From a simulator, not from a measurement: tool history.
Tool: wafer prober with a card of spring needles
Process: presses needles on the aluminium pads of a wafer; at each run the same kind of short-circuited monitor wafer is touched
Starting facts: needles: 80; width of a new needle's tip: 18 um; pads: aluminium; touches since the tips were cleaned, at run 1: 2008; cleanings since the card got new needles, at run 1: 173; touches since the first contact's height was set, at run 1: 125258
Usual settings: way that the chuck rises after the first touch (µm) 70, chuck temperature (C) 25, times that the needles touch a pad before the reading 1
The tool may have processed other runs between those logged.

run,hour,way that the chuck rises after the first touch (µm),chuck temperature (C),times that the needles touch a pad before the reading,touches since the tips were cleaned,cleanings since the card got new needles,touches since the first contact's height was set,resistance of one needle with its contact and lead (mohm),way that a needle slides on the pad (µm)
1,0.0,70,25,1,2008,173,125258,292,14.16
# hour 3.4: tips cleaned on abrasive film
# hour 10.2: tips cleaned on abrasive film
# hour 18.6: tips cleaned on abrasive film
# hour 26.6: tips cleaned on abrasive film
# hour 38.6: card fitted with new needles
2,38.6,70,25,1,0,0,0,254,14.98
# hour 45.3: tips cleaned on abrasive film
# hour 52.1: tips cleaned on abrasive film
# hour 60.5: tips cleaned on abrasive film
3,62.1,70,25,1,682,3,9528,265,14.82
# hour 68.7: tips cleaned on abrasive film
# hour 77.1: tips cleaned on abrasive film
4,81.9,70,25,1,1956,5,17528,276,15.06
# hour 85.1: tips cleaned on abrasive film
# hour 91.9: tips cleaned on abrasive film
# hour 100.2: tips cleaned on abrasive film
5,102.3,70,25,1,834,8,25758,265,14.74
# hour 107.1: tips cleaned on abrasive film
# hour 115.4: tips cleaned on abrasive film
# hour 122.2: tips cleaned on abrasive film
6,122.8,70,25,1,241,11,34039,262,14.91
# hour 129.3: tips cleaned on abrasive film
# hour 136.1: tips cleaned on abrasive film
# hour 144.3: tips cleaned on abrasive film
7,144.3,70,25,1,0,14,42744,257,14.39
# hour 151.1: tips cleaned on abrasive film
# hour 159.3: tips cleaned on abrasive film
# hour 167.4: tips cleaned on abrasive film
# hour 175.6: tips cleaned on abrasive film
8,178.4,70,25,1,1183,18,56569,272,14.47
# hour 183.5: tips cleaned on abrasive film
# hour 190.3: tips cleaned on abrasive film
# hour 197.0: tips cleaned on abrasive film
9,198.3,70,25,1,514,21,64573,265,14.42
# hour 205.0: tips cleaned on abrasive film
# hour 212.7: tips cleaned on abrasive film
10,212.7,70,25,1,0,23,70391,255,14.59
# hour 219.4: tips cleaned on abrasive film
# hour 227.6: tips cleaned on abrasive film
# hour 235.9: tips cleaned on abrasive film
# hour 244.0: tips cleaned on abrasive film
11,248.6,70,25,1,1849,27,84934,283,14.13
# hour 252.0: tips cleaned on abrasive film
# hour 260.0: tips cleaned on abrasive film
# hour 268.4: tips cleaned on abrasive film
# hour 276.6: tips cleaned on abrasive film
12,282.3,70,25,1,2370,31,98614,283,14.44
# hour 284.1: tips cleaned on abrasive film
# hour 292.5: tips cleaned on abrasive film
13,297.7,70,25,1,2139,33,104840,276,14.27
# hour 299.5: tips cleaned on abrasive film
# hour 306.2: tips cleaned on abrasive film
# hour 314.6: tips cleaned on abrasive film
14,315.2,50,84,1,252,36,111882,289,9.89
# hour 322.0: tips cleaned on abrasive film
# hour 328.7: tips cleaned on abrasive film
# hour 336.8: tips cleaned on abrasive film
# hour 345.0: tips cleaned on abrasive film
15,350.1,50,84,2,2079,40,126008,302,9.87
# hour 351.9: tips cleaned on abrasive film
# hour 360.1: tips cleaned on abrasive film
# hour 366.8: tips cleaned on abrasive film
# hour 373.6: tips cleaned on abrasive film
# hour 380.3: tips cleaned on abrasive film
16,381.8,50,84,2,582,45,138781,283,9.93
# hour 388.3: tips cleaned on abrasive film
# hour 395.1: tips cleaned on abrasive film
# hour 403.5: tips cleaned on abrasive film
17,404.9,64,33,1,586,48,148153,272,12.67
# hour 411.5: tips cleaned on abrasive film
# hour 419.7: tips cleaned on abrasive film
# hour 426.5: tips cleaned on abrasive film
# hour 434.4: tips cleaned on abrasive film
18,434.4,64,33,1,0,52,160076,264,12.48
# hour 441.2: tips cleaned on abrasive film
# hour 449.4: tips cleaned on abrasive film
19,455.0,70,48,1,2300,54,168412,290,14.00
# hour 456.6: tips cleaned on abrasive film
# hour 464.9: tips cleaned on abrasive film
# hour 473.3: tips cleaned on abrasive film
20,474.3,80,26,1,407,57,176208,262,15.50
# hour 481.0: tips cleaned on abrasive film
# hour 489.4: tips cleaned on abrasive film
21,491.6,80,26,2,880,59,183217,261,15.98
# hour 496.7: tips cleaned on abrasive film
# hour 505.1: tips cleaned on abrasive film
# hour 511.8: tips cleaned on abrasive film
# hour 520.1: tips cleaned on abrasive film
22,524.4,56,28,2,1791,63,196509,286,10.80
# hour 527.9: tips cleaned on abrasive film
# hour 534.6: tips cleaned on abrasive film
# hour 542.8: tips cleaned on abrasive film
# hour 548.0: height of the first contact set anew
# hour 551.2: tips cleaned on abrasive film
23,555.8,53,51,2,1885,67,3161,292,11.19
# hour 559.2: tips cleaned on abrasive film
# hour 566.0: tips cleaned on abrasive film
# hour 574.4: tips cleaned on abrasive film
24,578.4,52,25,1,1655,70,12306,298,11.09
# hour 581.8: tips cleaned on abrasive film
# hour 588.6: tips cleaned on abrasive film
# hour 595.3: tips cleaned on abrasive film
25,595.9,52,25,1,229,73,19345,272,10.91
# hour 602.6: tips cleaned on abrasive film
# hour 610.9: tips cleaned on abrasive film
# hour 617.6: tips cleaned on abrasive film
26,621.5,52,25,1,1604,76,29721,293,11.00

What if the next run were any one of these 4? Each begins from the tool's condition after run 26:
# hour 625.0: tips cleaned on abrasive film
# hour 633.3: tips cleaned on abrasive film
# hour 641.7: tips cleaned on abrasive film
A,646.9,51,71,2,2110,79,39986,?,?
# hour 625.0: tips cleaned on abrasive film
# hour 633.3: tips cleaned on abrasive film
# hour 641.7: tips cleaned on abrasive film
B,646.9,56,50,1,2110,79,39986,?,?
# hour 625.0: tips cleaned on abrasive film
# hour 633.3: tips cleaned on abrasive film
# hour 641.7: tips cleaned on abrasive film
C,646.9,56,41,1,2110,79,39986,?,?
# hour 625.0: tips cleaned on abrasive film
# hour 633.3: tips cleaned on abrasive film
# hour 641.7: tips cleaned on abrasive film
D,646.9,69,25,1,2110,79,39986,?,?

run,resistance of one needle with its contact and lead (mohm),way that a needle slides on the pad (µm)
A,297,10.63
B,308,11.72
C,300,11.60
D,279,14.25
Without the tool's unlogged condition, the same runs would have read:
run,resistance of one needle with its contact and lead (mohm),way that a needle slides on the pad (µm)
A,269,10.89
B,267,11.98
C,260,11.86
D,251,14.51
